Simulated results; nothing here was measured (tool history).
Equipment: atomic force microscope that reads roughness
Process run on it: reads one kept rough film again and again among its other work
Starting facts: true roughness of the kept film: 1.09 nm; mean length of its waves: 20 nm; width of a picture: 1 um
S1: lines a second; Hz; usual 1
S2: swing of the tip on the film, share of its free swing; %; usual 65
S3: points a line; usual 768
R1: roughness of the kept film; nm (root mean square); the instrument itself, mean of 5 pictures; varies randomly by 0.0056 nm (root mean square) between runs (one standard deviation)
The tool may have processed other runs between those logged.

run   hour    S1  S2    S3     R1
  1      0     1  65   768  0.926
  2   18.3  2.38  65   768  0.853
  3   31.8  2.38  65   768  0.844
  4   51.1     1  65   768  0.875
  5   63.7     1  65   768  0.866
  6     73     1  65   399  0.853
  7   91.4     1  65   399  0.839
  8  107.7  3.71  77   349  0.663
  9  125.2  1.55  65  1005  0.805
 10  133.3  1.55  71   426  0.766
 11  141.8  1.55  71   426  0.766
     153.1  -- new tip fitted
 12  160.8  1.87  58   512  0.944
 13  179.6  1.87  58   512  0.912

Per-run results on a tool with no hidden state, each run keeping its own random variation:
Hidden state present: radius of the tip, nm; height scale over the true one, %; drift of the gauge itself on roughness_nm, %.
run     R1
  1  0.967
  2   0.91
  3  0.912
  4  0.964
  5  0.966
  6  0.958
  7   0.96
  8  0.769
  9  0.951
 10  0.914
 11  0.919
 12  0.963
 13   0.95
